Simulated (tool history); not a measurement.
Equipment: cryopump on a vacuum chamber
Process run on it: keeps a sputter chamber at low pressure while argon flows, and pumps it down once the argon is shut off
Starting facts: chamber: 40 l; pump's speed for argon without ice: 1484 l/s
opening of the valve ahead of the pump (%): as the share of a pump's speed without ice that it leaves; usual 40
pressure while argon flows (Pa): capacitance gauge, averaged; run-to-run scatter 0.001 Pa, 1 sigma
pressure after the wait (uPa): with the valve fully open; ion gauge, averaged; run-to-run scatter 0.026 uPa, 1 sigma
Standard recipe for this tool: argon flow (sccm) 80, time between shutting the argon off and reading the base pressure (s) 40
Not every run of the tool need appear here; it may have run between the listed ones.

run	hour	argon flow (sccm)	time between shutting the argon off and reading the base pressure (s)	opening of the valve ahead of the pump (%)	pressure while argon flows (Pa)	pressure after the wait (uPa)
1	0	80	40	40	0.2488	1.47
2	52.5	80	40	40	0.2494	1.45
# hour 149.3: pump warmed up, emptied and cooled again
3	153.7	80	40	40	0.2326	1.38
4	220	80	40	40	0.2339	1.41
5	315	80	40	40	0.2346	1.46
6	391.3	80	40	40	0.2361	1.41
7	457.2	36	40	40	0.1067	1.47
8	568.1	80	40	40	0.2419	1.52
9	644.3	80	40	40	0.2389	1.49
10	701.2	80	198	40	0.2436	0.86
11	752.6	80	198	40	0.2449	0.88
12	824.5	80	198	40	0.2446	0.94
13	930.6	97	21	18	0.6391	2.42
14	1002.5	63	47	40	0.1949	1.58
15	1054	63	47	40	0.1985	1.58
16	1139.3	80	34	28	0.3497	1.9
17	1197.3	80	40	46	0.2255	1.87
# hour 1218.9: pump warmed up, emptied and cooled again
18	1262.1	80	128	49	0.1908	1.05
19	1372	80	128	49	0.1935	1.06

Below are 4 alternative next runs, each starting from the tool's condition after run 19. Predict each:
A	1426.2	62	44	52	?	?
B	1426.2	35	40	16	?	?
C	1426.2	80	98	40	?	?
D	1426.2	77	236	44	?	?

run	pressure while argon flows (Pa)	pressure after the wait (uPa)
A	0.1427	1.55
B	0.2521	1.7
C	0.2353	1.17
D	0.2085	0.97
Take away the tool's hidden state, keep each run's random variation, and the runs would have read:
run	pressure while argon flows (Pa)	pressure after the wait (uPa)
A	0.1361	0.98
B	0.2484	1.1
C	0.2268	0.57
D	0.2004	0.38

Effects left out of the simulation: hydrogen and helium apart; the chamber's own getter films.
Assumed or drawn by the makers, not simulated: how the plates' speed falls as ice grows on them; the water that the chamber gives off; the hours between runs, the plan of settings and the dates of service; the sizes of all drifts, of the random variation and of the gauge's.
